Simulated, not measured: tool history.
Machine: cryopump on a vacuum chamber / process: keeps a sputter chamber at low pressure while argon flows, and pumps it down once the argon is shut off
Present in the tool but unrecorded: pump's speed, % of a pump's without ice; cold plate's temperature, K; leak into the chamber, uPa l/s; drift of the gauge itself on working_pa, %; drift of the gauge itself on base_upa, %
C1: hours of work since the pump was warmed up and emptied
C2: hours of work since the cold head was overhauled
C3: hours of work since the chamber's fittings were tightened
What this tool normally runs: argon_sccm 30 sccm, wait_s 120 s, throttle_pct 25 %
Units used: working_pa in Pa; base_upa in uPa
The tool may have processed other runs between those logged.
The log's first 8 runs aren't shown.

run 9 day=19.442 | argon_sccm=25 wait_s=120 throttle_pct=25 | C1=405 C2=1541 C3=1626 | working_pa=0.1122 base_upa=1.05
run 10 day=21.55 | argon_sccm=25 wait_s=120 throttle_pct=25 | C1=450 C2=1586 C3=1671 | working_pa=0.1112 base_upa=1.01
run 11 day=23.367 | argon_sccm=33 wait_s=120 throttle_pct=25 | C1=489 C2=1624 C3=1710 | working_pa=0.1475 base_upa=1.08
run 12 day=25.879 | argon_sccm=33 wait_s=120 throttle_pct=25 | C1=542 C2=1678 C3=1763 | working_pa=0.1485 base_upa=1.1
run 13 day=28.371 | argon_sccm=33 wait_s=120 throttle_pct=25 | C1=595 C2=1731 C3=1816 | working_pa=0.1489 base_upa=1.11
run 14 day=30.742 | argon_sccm=33 wait_s=120 throttle_pct=25 | C1=646 C2=1782 C3=1867 | working_pa=0.1482 base_upa=1.14
run 15 day=33.062 | argon_sccm=33 wait_s=120 throttle_pct=25 | C1=695 C2=1831 C3=1916 | working_pa=0.1485 base_upa=1.09
run 16 day=34.65 | argon_sccm=33 wait_s=120 throttle_pct=25 | C1=729 C2=1865 C3=1950 | working_pa=0.1491 base_upa=1.15
run 17 day=36.754 | argon_sccm=30 wait_s=120 throttle_pct=25 | C1=774 C2=1910 C3=1995 | working_pa=0.1349 base_upa=1.1
run 18 day=39.608 | argon_sccm=13 wait_s=112 throttle_pct=38 | C1=835 C2=1970 C3=2056 | working_pa=0.0399 base_upa=1.19
run 19 day=41.154 | argon_sccm=13 wait_s=112 throttle_pct=38 | C1=867 C2=2003 C3=2088 | working_pa=0.0394 base_upa=1.24
run 20 day=44.279 | argon_sccm=49 wait_s=104 throttle_pct=22 | C1=934 C2=2070 C3=2155 | working_pa=0.253 base_upa=1.26
run 21 day=46.483 | argon_sccm=49 wait_s=104 throttle_pct=21 | C1=981 C2=2117 C3=2202 | working_pa=0.2649 base_upa=1.29
run 22 day=49.233 | argon_sccm=49 wait_s=104 throttle_pct=21 | C1=1040 C2=2175 C3=2261 | working_pa=0.2654 base_upa=1.23
run 23 day=52.171 | argon_sccm=15 wait_s=120 throttle_pct=21 | C1=1102 C2=2238 C3=2323 | working_pa=0.0808 base_upa=1.18
-- day=53.946 pump warmed up, emptied and cooled again
run 24 day=54.975 | argon_sccm=15 wait_s=120 throttle_pct=21 | C1=22 C2=2293 C3=2378 | working_pa=0.079 base_upa=1.11
run 25 day=57.062 | argon_sccm=47 wait_s=120 throttle_pct=23 | C1=66 C2=2338 C3=2423 | working_pa=0.2258 base_upa=1.16
run 26 day=59.817 | argon_sccm=47 wait_s=120 throttle_pct=23 | C1=125 C2=2396 C3=2482 | working_pa=0.2267 base_upa=1.07
run 27 day=61.629 | argon_sccm=16 wait_s=120 throttle_pct=42 | C1=164 C2=2435 C3=2520 | working_pa=0.0427 base_upa=1.14
run 28 day=64.692 | argon_sccm=16 wait_s=120 throttle_pct=42 | C1=229 C2=2500 C3=2585 | working_pa=0.0426 base_upa=1.21
run 29 day=66.946 | argon_sccm=30 wait_s=53 throttle_pct=42 | C1=277 C2=2548 C3=2633 | working_pa=0.0796 base_upa=1.96
run 30 day=69.954 | argon_sccm=30 wait_s=32 throttle_pct=50 | C1=341 C2=2612 C3=2697 | working_pa=0.0671 base_upa=3.03
run 31 day=72.033 | argon_sccm=19 wait_s=234 throttle_pct=28 | C1=385 C2=2657 C3=2742 | working_pa=0.0759 base_upa=0.87
run 32 day=73.512 | argon_sccm=30 wait_s=33 throttle_pct=25 | C1=417 C2=2688 C3=2773 | working_pa=0.1348 base_upa=2.96
run 33 day=76.317 | argon_sccm=30 wait_s=91 throttle_pct=41 | C1=477 C2=2748 C3=2833 | working_pa=0.0834 base_upa=1.35

Predict each of these 3 candidate next runs independently; none follows another, all start after run 33:
run A day=79.554 | argon_sccm=27 wait_s=48 throttle_pct=55 | C1=545 C2=2817 C3=2902 | working_pa=? base_upa=?
run B day=79.554 | argon_sccm=40 wait_s=23 throttle_pct=32 | C1=545 C2=2817 C3=2902 | working_pa=? base_upa=?
run C day=79.554 | argon_sccm=52 wait_s=246 throttle_pct=25 | C1=545 C2=2817 C3=2902 | working_pa=? base_upa=?

run=A working_pa=0.0568 base_upa=2.23
run=B working_pa=0.1422 base_upa=4.01
run=C working_pa=0.2346 base_upa=0.87
The same runs, with their run-to-run variation unchanged, on a tool lacking any hidden condition would have given:
run=A working_pa=0.0539 base_upa=1.87
run=B working_pa=0.1378 base_upa=3.65
run=C working_pa=0.2289 base_upa=0.51
